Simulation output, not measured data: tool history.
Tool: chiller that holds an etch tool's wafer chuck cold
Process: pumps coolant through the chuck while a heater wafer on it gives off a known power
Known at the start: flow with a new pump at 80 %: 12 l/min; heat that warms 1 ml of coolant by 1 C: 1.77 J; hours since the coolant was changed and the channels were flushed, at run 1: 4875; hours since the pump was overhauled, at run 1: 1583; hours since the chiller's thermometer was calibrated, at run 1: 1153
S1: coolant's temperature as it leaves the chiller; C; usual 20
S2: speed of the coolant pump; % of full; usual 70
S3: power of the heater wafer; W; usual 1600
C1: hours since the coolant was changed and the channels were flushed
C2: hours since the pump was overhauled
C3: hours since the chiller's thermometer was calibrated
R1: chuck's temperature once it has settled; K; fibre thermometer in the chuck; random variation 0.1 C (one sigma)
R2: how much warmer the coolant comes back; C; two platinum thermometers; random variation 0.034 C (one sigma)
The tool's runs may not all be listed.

{"run": 1, "hour": 0.0, "S1": 20, "S2": 70, "S3": 1600, "C1": 4875, "C2": 1583, "C3": 1153, "R1": 310.25, "R2": 5.44}
{"run": 2, "hour": 111.9, "S1": 20, "S2": 70, "S3": 1600, "C1": 4987, "C2": 1695, "C3": 1265, "R1": 310.05, "R2": 5.4}
{"hour": 256.5, "done": "coolant changed, channels flushed"}
{"run": 3, "hour": 297.1, "S1": 20, "S2": 70, "S3": 1600, "C1": 41, "C2": 1874, "C3": 1444, "R1": 309.35, "R2": 5.41}
{"run": 4, "hour": 403.5, "S1": 20, "S2": 70, "S3": 1600, "C1": 147, "C2": 1981, "C3": 1550, "R1": 309.45, "R2": 5.38}
{"run": 5, "hour": 597.1, "S1": 20, "S2": 85, "S3": 1600, "C1": 341, "C2": 2174, "C3": 1744, "R1": 307.65, "R2": 4.42}
{"run": 6, "hour": 709.9, "S1": 20, "S2": 70, "S3": 1600, "C1": 453, "C2": 2287, "C3": 1857, "R1": 309.35, "R2": 5.47}
{"run": 7, "hour": 845.3, "S1": 20, "S2": 77, "S3": 1600, "C1": 589, "C2": 2422, "C3": 1992, "R1": 308.55, "R2": 4.78}
{"run": 8, "hour": 1034.7, "S1": 20, "S2": 70, "S3": 1575, "C1": 778, "C2": 2612, "C3": 2181, "R1": 309.15, "R2": 5.34}
{"run": 9, "hour": 1187.3, "S1": 20, "S2": 70, "S3": 1575, "C1": 931, "C2": 2764, "C3": 2334, "R1": 309.25, "R2": 5.34}
{"run": 10, "hour": 1374.6, "S1": 20, "S2": 70, "S3": 1575, "C1": 1118, "C2": 2952, "C3": 2521, "R1": 309.45, "R2": 5.41}
{"run": 11, "hour": 1487.6, "S1": 20, "S2": 70, "S3": 1575, "C1": 1231, "C2": 3065, "C3": 2634, "R1": 309.65, "R2": 5.42}
{"hour": 1528.3, "done": "chiller's thermometer calibrated"}
{"run": 12, "hour": 1671.9, "S1": 20, "S2": 70, "S3": 1575, "C1": 1414, "C2": 3248, "C3": 144, "R1": 309.25, "R2": 5.41}
{"run": 13, "hour": 1794.3, "S1": 20, "S2": 70, "S3": 1600, "C1": 1537, "C2": 3370, "C3": 266, "R1": 309.45, "R2": 5.54}
{"run": 14, "hour": 1896.2, "S1": 20, "S2": 70, "S3": 1600, "C1": 1639, "C2": 3472, "C3": 368, "R1": 309.65, "R2": 5.49}
{"run": 15, "hour": 2033.5, "S1": 20, "S2": 70, "S3": 1600, "C1": 1776, "C2": 3610, "C3": 505, "R1": 309.55, "R2": 5.53}
{"run": 16, "hour": 2177.7, "S1": 20, "S2": 70, "S3": 1600, "C1": 1920, "C2": 3754, "C3": 649, "R1": 309.65, "R2": 5.56}
{"run": 17, "hour": 2385.6, "S1": 20, "S2": 76, "S3": 1600, "C1": 2128, "C2": 3962, "C3": 857, "R1": 309.05, "R2": 5.07}
{"run": 18, "hour": 2584.1, "S1": 19, "S2": 70, "S3": 1600, "C1": 2327, "C2": 4160, "C3": 1056, "R1": 308.85, "R2": 5.59}
{"run": 19, "hour": 2742.6, "S1": 19, "S2": 70, "S3": 1600, "C1": 2485, "C2": 4319, "C3": 1214, "R1": 309.15, "R2": 5.57}
{"run": 20, "hour": 2940.9, "S1": 19, "S2": 70, "S3": 1600, "C1": 2683, "C2": 4517, "C3": 1413, "R1": 308.95, "R2": 5.53}
{"run": 21, "hour": 3073.1, "S1": 19, "S2": 70, "S3": 1600, "C1": 2816, "C2": 4649, "C3": 1545, "R1": 309.15, "R2": 5.59}
{"run": 22, "hour": 3252.0, "S1": 18, "S2": 62, "S3": 941, "C1": 2995, "C2": 4828, "C3": 1724, "R1": 302.25, "R2": 3.75}
{"run": 23, "hour": 3478.7, "S1": 20, "S2": 70, "S3": 824, "C1": 3221, "C2": 5055, "C3": 1950, "R1": 302.05, "R2": 2.89}
{"run": 24, "hour": 3652.4, "S1": 23, "S2": 70, "S3": 824, "C1": 3395, "C2": 5229, "C3": 2124, "R1": 305.15, "R2": 2.88}
{"run": 25, "hour": 3813.2, "S1": 23, "S2": 70, "S3": 824, "C1": 3556, "C2": 5389, "C3": 2285, "R1": 305.15, "R2": 2.94}
{"run": 26, "hour": 4002.4, "S1": 23, "S2": 70, "S3": 824, "C1": 3745, "C2": 5579, "C3": 2474, "R1": 305.15, "R2": 2.92}
{"run": 27, "hour": 4114.0, "S1": 23, "S2": 89, "S3": 975, "C1": 3857, "C2": 5690, "C3": 2586, "R1": 305.55, "R2": 2.67}
{"hour": 4203.1, "done": "chiller's thermometer calibrated"}
{"run": 28, "hour": 4316.3, "S1": 23, "S2": 89, "S3": 975, "C1": 4058, "C2": 5891, "C3": 113, "R1": 305.45, "R2": 2.67}
{"run": 29, "hour": 4440.2, "S1": 12, "S2": 77, "S3": 1620, "C1": 4182, "C2": 6015, "C3": 237, "R1": 301.65, "R2": 5.2}
{"run": 30, "hour": 4675.5, "S1": 14, "S2": 68, "S3": 1600, "C1": 4417, "C2": 6251, "C3": 472, "R1": 305.05, "R2": 5.84}
{"run": 31, "hour": 4832.6, "S1": 20, "S2": 70, "S3": 1739, "C1": 4574, "C2": 6408, "C3": 629, "R1": 312.15, "R2": 6.28}
{"run": 32, "hour": 4971.6, "S1": 24, "S2": 70, "S3": 2126, "C1": 4713, "C2": 6547, "C3": 768, "R1": 320.45, "R2": 7.65}

3 ways to go on from here, each from the tool as it stands after run 32. What would each give?
{"run": "A", "hour": 5156.1, "S1": 21, "S2": 70, "S3": 1014, "C1": 4898, "C2": 6731, "C3": 953, "R1": "?", "R2": "?"}
{"run": "B", "hour": 5156.1, "S1": 21, "S2": 94, "S3": 1135, "C1": 4898, "C2": 6731, "C3": 953, "R1": "?", "R2": "?"}
{"run": "C", "hour": 5156.1, "S1": 11, "S2": 70, "S3": 1600, "C1": 4898, "C2": 6731, "C3": 953, "R1": "?", "R2": "?"}

run=A R1=305.55 R2=3.66
run=B R1=304.75 R2=2.94
run=C R1=301.85 R2=5.84
Without the tool's hidden state the same runs would have given:
run=A R1=304.15 R2=3.33
run=B R1=303.35 R2=2.67
run=C R1=299.75 R2=5.31
